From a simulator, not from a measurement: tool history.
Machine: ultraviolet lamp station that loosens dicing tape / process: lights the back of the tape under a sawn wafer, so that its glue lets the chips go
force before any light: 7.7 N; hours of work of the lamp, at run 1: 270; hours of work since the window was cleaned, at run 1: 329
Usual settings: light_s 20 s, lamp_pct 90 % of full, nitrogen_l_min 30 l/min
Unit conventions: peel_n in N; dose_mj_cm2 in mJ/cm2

run	hour	light_s	lamp_pct	nitrogen_l_min	hours of work of the lamp	hours of work since the window was cleaned	peel_n	dose_mj_cm2
1	0	20	90	30	270	329	0.126	382
2	12.3	20	90	30	277	336	0.135	376
# hour 18.2: window cleaned of glue's vapour
3	18.7	20	90	30	280	0	0.145	366
4	25.6	20	90	30	284	4	0.144	369
5	31.3	20	90	30	288	8	0.149	373
6	41.3	20	90	30	294	13	0.142	370
# hour 53.7: window cleaned of glue's vapour, once more
7	53.7	20	90	30	300	0	0.104	403
8	64.3	20	90	30	307	6	0.113	404
9	69.9	20	90	30	310	9	0.118	403
10	75.4	20	90	30	313	13	0.118	405
11	87.4	20	87	30	320	19	0.13	387
12	99.9	20	87	30	327	27	0.132	390
13	110.8	20	90	30	333	33	0.119	399
14	117.8	20	90	30	337	37	0.111	400
15	124.4	20	90	30	341	41	0.113	397
16	129.8	20	90	30	344	44	0.119	403
17	135.4	20	87	20	348	47	0.168	383
18	143.6	20	87	20	352	52	0.176	383
19	152.3	17	77	34	357	57	0.26	291
20	160.5	12	90	30	362	62	0.484	242
21	165.8	32	90	36	365	65	0.05	634
22	176.8	39	90	36	372	71	0.052	766
23	186.5	24	85	32	377	77	0.094	451
24	195.8	20	93	10	383	82	0.264	405
25	207.5	20	93	10	389	89	0.287	407
26	220.2	20	93	10	397	96	0.268	403

Predict each of these 5 candidate next runs independently; none follows another, all start after run 26:
A	231.2	10	93	10	403	103	?	?
B	231.2	21	65	30	403	103	?	?
C	231.2	19	90	10	403	103	?	?
D	231.2	20	90	57	403	103	?	?
E	231.2	20	90	11	403	103	?	?

run	peel_n	dose_mj_cm2
A	1.347	204
B	0.256	298
C	0.34	363
D	0.091	391
E	0.276	387
Take away the tool's hidden state, keep each run's random variation, and the runs would have read:
run	peel_n	dose_mj_cm2
A	1.089	230
B	0.181	336
C	0.242	410
D	0.074	440
E	0.197	436
